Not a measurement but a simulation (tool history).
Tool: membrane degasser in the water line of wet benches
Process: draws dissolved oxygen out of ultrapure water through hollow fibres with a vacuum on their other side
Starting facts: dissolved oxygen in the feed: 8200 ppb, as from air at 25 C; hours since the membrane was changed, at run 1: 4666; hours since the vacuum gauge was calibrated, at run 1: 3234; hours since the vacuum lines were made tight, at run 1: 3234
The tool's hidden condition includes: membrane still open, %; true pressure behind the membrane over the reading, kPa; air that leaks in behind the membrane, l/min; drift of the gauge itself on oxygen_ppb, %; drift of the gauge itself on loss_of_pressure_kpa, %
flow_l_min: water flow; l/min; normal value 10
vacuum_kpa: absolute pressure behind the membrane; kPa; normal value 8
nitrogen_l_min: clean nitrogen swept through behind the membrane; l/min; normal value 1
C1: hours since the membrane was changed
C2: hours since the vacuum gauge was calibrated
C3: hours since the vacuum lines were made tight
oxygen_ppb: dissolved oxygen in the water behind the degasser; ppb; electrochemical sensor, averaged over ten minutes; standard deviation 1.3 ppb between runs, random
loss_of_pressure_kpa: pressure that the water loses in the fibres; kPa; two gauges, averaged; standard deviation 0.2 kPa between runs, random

run 1 hour=0 | flow_l_min=10 vacuum_kpa=8 nitrogen_l_min=1 | C1=4666 C2=3234 C3=3234 | oxygen_ppb=133.2 loss_of_pressure_kpa=45.47
run 2 hour=113.3 | flow_l_min=10 vacuum_kpa=8 nitrogen_l_min=1 | C1=4780 C2=3347 C3=3347 | oxygen_ppb=134.8 loss_of_pressure_kpa=45.98
run 3 hour=246.5 | flow_l_min=10 vacuum_kpa=8 nitrogen_l_min=1 | C1=4913 C2=3480 C3=3480 | oxygen_ppb=136.5 loss_of_pressure_kpa=45.61
run 4 hour=341.5 | flow_l_min=10 vacuum_kpa=8 nitrogen_l_min=1 | C1=5008 C2=3575 C3=3575 | oxygen_ppb=132.6 loss_of_pressure_kpa=45.93
run 5 hour=457.3 | flow_l_min=10 vacuum_kpa=8 nitrogen_l_min=1 | C1=5124 C2=3691 C3=3691 | oxygen_ppb=131.2 loss_of_pressure_kpa=45.95
run 6 hour=571.5 | flow_l_min=10 vacuum_kpa=5.98 nitrogen_l_min=1 | C1=5238 C2=3805 C3=3805 | oxygen_ppb=87.4 loss_of_pressure_kpa=46.02
run 7 hour=692.2 | flow_l_min=10 vacuum_kpa=8 nitrogen_l_min=1 | C1=5359 C2=3926 C3=3926 | oxygen_ppb=139.6 loss_of_pressure_kpa=46.02
run 8 hour=765.9 | flow_l_min=10 vacuum_kpa=8 nitrogen_l_min=1 | C1=5432 C2=4000 C3=4000 | oxygen_ppb=135.5 loss_of_pressure_kpa=45.47
run 9 hour=854 | flow_l_min=10 vacuum_kpa=8 nitrogen_l_min=1.08 | C1=5520 C2=4088 C3=4088 | oxygen_ppb=128.2 loss_of_pressure_kpa=46.16
run 10 hour=960.5 | flow_l_min=10 vacuum_kpa=8 nitrogen_l_min=1.2 | C1=5627 C2=4194 C3=4194 | oxygen_ppb=117.4 loss_of_pressure_kpa=46.08
run 11 hour=1041.4 | flow_l_min=10 vacuum_kpa=8 nitrogen_l_min=1.2 | C1=5708 C2=4275 C3=4275 | oxygen_ppb=118.7 loss_of_pressure_kpa=46.3
run 12 hour=1115.6 | flow_l_min=10 vacuum_kpa=8 nitrogen_l_min=1.2 | C1=5782 C2=4349 C3=4349 | oxygen_ppb=117.9 loss_of_pressure_kpa=46.21
-- hour=1129.3 vacuum gauge calibrated
run 13 hour=1222.1 | flow_l_min=10 vacuum_kpa=8 nitrogen_l_min=1.2 | C1=5888 C2=93 C3=4455 | oxygen_ppb=119.5 loss_of_pressure_kpa=46.46
run 14 hour=1358.1 | flow_l_min=10 vacuum_kpa=8 nitrogen_l_min=1.61 | C1=6024 C2=229 C3=4591 | oxygen_ppb=97.6 loss_of_pressure_kpa=46.15
run 15 hour=1482.5 | flow_l_min=10 vacuum_kpa=8 nitrogen_l_min=1.61 | C1=6148 C2=353 C3=4716 | oxygen_ppb=96.6 loss_of_pressure_kpa=46.27
-- hour=1516.4 vacuum gauge calibrated, once more
run 16 hour=1562.6 | flow_l_min=10 vacuum_kpa=8 nitrogen_l_min=1.12 | C1=6228 C2=46 C3=4795 | oxygen_ppb=117.3 loss_of_pressure_kpa=46.44
run 17 hour=1696 | flow_l_min=10 vacuum_kpa=7.14 nitrogen_l_min=1 | C1=6361 C2=180 C3=4929 | oxygen_ppb=108.7 loss_of_pressure_kpa=46.18
run 18 hour=1810.4 | flow_l_min=10 vacuum_kpa=17.08 nitrogen_l_min=0.81 | C1=6476 C2=294 C3=5043 | oxygen_ppb=398.1 loss_of_pressure_kpa=46.37
run 19 hour=1899.4 | flow_l_min=10 vacuum_kpa=8 nitrogen_l_min=1 | C1=6565 C2=383 C3=5132 | oxygen_ppb=126.7 loss_of_pressure_kpa=46.25
run 20 hour=1958.4 | flow_l_min=10 vacuum_kpa=8 nitrogen_l_min=1 | C1=6624 C2=442 C3=5191 | oxygen_ppb=128.9 loss_of_pressure_kpa=46.5
run 21 hour=2082.7 | flow_l_min=10 vacuum_kpa=8 nitrogen_l_min=0.41 | C1=6748 C2=566 C3=5315 | oxygen_ppb=268.2 loss_of_pressure_kpa=46.25
run 22 hour=2184.5 | flow_l_min=7 vacuum_kpa=6.04 nitrogen_l_min=1 | C1=6850 C2=668 C3=5417 | oxygen_ppb=57.6 loss_of_pressure_kpa=32.3
run 23 hour=2321.2 | flow_l_min=7 vacuum_kpa=8.23 nitrogen_l_min=1.8 | C1=6987 C2=805 C3=5554 | oxygen_ppb=57.1 loss_of_pressure_kpa=32.61
run 24 hour=2407.4 | flow_l_min=7 vacuum_kpa=8.23 nitrogen_l_min=1.8 | C1=7073 C2=891 C3=5640 | oxygen_ppb=57.4 loss_of_pressure_kpa=32.93
run 25 hour=2472.1 | flow_l_min=10 vacuum_kpa=5.27 nitrogen_l_min=1.49 | C1=7138 C2=956 C3=5705 | oxygen_ppb=50.4 loss_of_pressure_kpa=46.68
run 26 hour=2574.8 | flow_l_min=6 vacuum_kpa=12.66 nitrogen_l_min=0.52 | C1=7240 C2=1058 C3=5807 | oxygen_ppb=263.4 loss_of_pressure_kpa=27.96
-- hour=2664.8 seals of the vacuum lines changed
run 27 hour=2664.8 | flow_l_min=8 vacuum_kpa=5.26 nitrogen_l_min=1.22 | C1=7328 C2=1146 C3=0 | oxygen_ppb=44 loss_of_pressure_kpa=37.45
run 28 hour=2769.6 | flow_l_min=8 vacuum_kpa=5.26 nitrogen_l_min=1.22 | C1=7433 C2=1251 C3=105 | oxygen_ppb=45 loss_of_pressure_kpa=37.43
run 29 hour=2892.7 | flow_l_min=6 vacuum_kpa=5.26 nitrogen_l_min=0.4 | C1=7556 C2=1374 C3=228 | oxygen_ppb=81.3 loss_of_pressure_kpa=28.37

Branching from run 29: 5 alternative next runs. What would each branch give?
run A hour=3005.5 | flow_l_min=12 vacuum_kpa=8 nitrogen_l_min=1 | C1=7669 C2=1487 C3=341 | oxygen_ppb=? loss_of_pressure_kpa=?
run B hour=3005.5 | flow_l_min=14 vacuum_kpa=5.26 nitrogen_l_min=2.82 | C1=7669 C2=1487 C3=341 | oxygen_ppb=? loss_of_pressure_kpa=?
run C hour=3005.5 | flow_l_min=6 vacuum_kpa=5.25 nitrogen_l_min=0.4 | C1=7669 C2=1487 C3=341 | oxygen_ppb=? loss_of_pressure_kpa=?
run D hour=3005.5 | flow_l_min=12 vacuum_kpa=8.72 nitrogen_l_min=0.86 | C1=7669 C2=1487 C3=341 | oxygen_ppb=? loss_of_pressure_kpa=?
run E hour=3005.5 | flow_l_min=11 vacuum_kpa=5.26 nitrogen_l_min=2.11 | C1=7669 C2=1487 C3=341 | oxygen_ppb=? loss_of_pressure_kpa=?

run=A oxygen_ppb=156.7 loss_of_pressure_kpa=56.66
run=B oxygen_ppb=58 loss_of_pressure_kpa=65.29
run=C oxygen_ppb=82.4 loss_of_pressure_kpa=28.2
run=D oxygen_ppb=205.4 loss_of_pressure_kpa=56.28
run=E oxygen_ppb=46.9 loss_of_pressure_kpa=51.68
With no hidden state in the tool, these same runs would have given:
run=A oxygen_ppb=145.1 loss_of_pressure_kpa=53.13
run=B oxygen_ppb=46.4 loss_of_pressure_kpa=61.19
run=C oxygen_ppb=74.6 loss_of_pressure_kpa=26.43
run=D oxygen_ppb=192.7 loss_of_pressure_kpa=52.76
run=E oxygen_ppb=38.4 loss_of_pressure_kpa=48.45
